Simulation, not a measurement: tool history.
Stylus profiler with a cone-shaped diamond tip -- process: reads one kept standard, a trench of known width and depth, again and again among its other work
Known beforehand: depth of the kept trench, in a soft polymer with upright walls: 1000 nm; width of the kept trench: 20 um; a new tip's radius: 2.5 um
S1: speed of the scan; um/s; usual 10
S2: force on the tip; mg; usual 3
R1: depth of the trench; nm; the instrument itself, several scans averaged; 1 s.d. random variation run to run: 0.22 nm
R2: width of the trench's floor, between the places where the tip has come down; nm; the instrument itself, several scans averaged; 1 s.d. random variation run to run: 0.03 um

| run | day | S1 | S2 | R1 | R2 |
|---|---|---|---|---|---|
| 1 | 0 | 10 | 3 | 1008.35 | 15080 |
| 2 | 1.342 | 13 | 3 | 1008.68 | 14970 |
| 3 | 2.417 | 10 | 3.57 | 1009.4 | 15030 |
| 4 | 3.283 | 10 | 3.57 | 1009.45 | 15020 |
| 5 | 5.225 | 10 | 3.57 | 1009.68 | 14930 |
| 6 | 6.233 | 10 | 3.57 | 1009.49 | 14920 |
| 7 | 7.517 | 10 | 3.57 | 1009.43 | 14900 |
| 8 | 8.829 | 10 | 3.57 | 1009.56 | 14860 |
| 9 | 10.779 | 10 | 1.67 | 1006.3 | 14860 |
| 10 | 12.542 | 10 | 1.67 | 1006.38 | 14740 |
| 11 | 14.521 | 10 | 1.67 | 1006.62 | 14770 |
| 12 | 15.846 | 10 | 3 | 1009.14 | 14700 |
| 13 | 16.771 | 10 | 3 | 1008.77 | 14740 |
| 14 | 17.754 | 6 | 3 | 1008.87 | 14700 |
| 15 | 19.233 | 6 | 3 | 1008.94 | 14660 |
| 16 | 20.342 | 10 | 3 | 1009.33 | 14640 |
| 17 | 22.279 | 10 | 3 | 1008.82 | 14600 |
| 18 | 23.292 | 10 | 6.72 | 1015.02 | 14610 |
| 19 | 24.262 | 10 | 6.72 | 1014.6 | 14520 |
| 20 | 25.088 | 10 | 6.72 | 1014.88 | 14570 |
| 21 | 26.267 | 10 | 6.72 | 1014.72 | 14540 |
| 22 | 27.9 | 10 | 6.72 | 1014.34 | 14500 |
| 23 | 29.125 | 10 | 6.72 | 1014.43 | 14490 |
| 24 | 30.912 | 33 | 2.03 | 1007.76 | 14260 |
| 25 | 32.533 | 8 | 1.98 | 1007.69 | 14420 |
| 26 | 34.383 | 14 | 2.79 | 1009.48 | 14330 |
| 27 | 35.958 | 6 | 2.54 | 1009.05 | 14370 |
| 28 | 36.888 | 6 | 2.54 | 1009.35 | 14350 |
| 29 | 37.9 | 6 | 5.15 | 1012.88 | 14340 |
| 30 | 39.642 | 6 | 5.15 | 1012.75 | 14290 |
| 31 | 41.617 | 4 | 3 | 1009.67 | 14320 |
| 32 | 42.675 | 5 | 3.25 | 1010.16 | 14220 |
| 33 | 44.067 | 5 | 3.25 | 1009.96 | 14210 |
| 34 | 46.062 | 20 | 3 | 1009.67 | 14110 |
| 35 | 47.425 | 18 | 1.74 | 1007.79 | 14070 |
| 36 | 49.3 | 37 | 3 | 1010.29 | 13900 |
| 37 | 50.546 | 5 | 2.26 | 1008.72 | 14030 |
| 38 | 51.479 | 2 | 1.76 | 1008.49 | 14130 |
| 39 | 53.429 | 2 | 1.76 | 1008.27 | 14030 |
|  | 54.067 | height scale calibrated on a step standard |
| 40 | 54.658 | 3 | 3.12 | 1007.52 | 14100 |
| 41 | 56.012 | 24 | 2.62 | 1007.07 | 13900 |
| 42 | 58 | 18 | 4.21 | 1009.08 | 13860 |
| 43 | 59.354 | 2 | 1.99 | 1005.83 | 13990 |
| 44 | 60.358 | 13 | 3.63 | 1008.57 | 13910 |
| 45 | 61.6 | 5 | 5.54 | 1011.23 | 13910 |
| 46 | 63.108 | 5 | 5.54 | 1011.68 | 13880 |

Here are 4 independent what-if runs from the current tool condition. What would each one return?
| A | 64.579 | 5 | 2.81 | ? | ? |
| B | 64.579 | 19 | 1.52 | ? | ? |
| C | 64.579 | 3 | 4.53 | ? | ? |
| D | 64.579 | 14 | 3 | ? | ? |

| run | R1 | R2 |
|---|---|---|
| A | 1007.69 | 13840 |
| B | 1005.49 | 13690 |
| C | 1009.86 | 13890 |
| D | 1007.85 | 13770 |
With the hidden condition removed and each run's random variation left untouched, the same runs would have given:
| run | R1 | R2 |
|---|---|---|
| A | 1007.34 | 15960 |
| B | 1005.15 | 15810 |
| C | 1009.52 | 16010 |
| D | 1007.5 | 15890 |
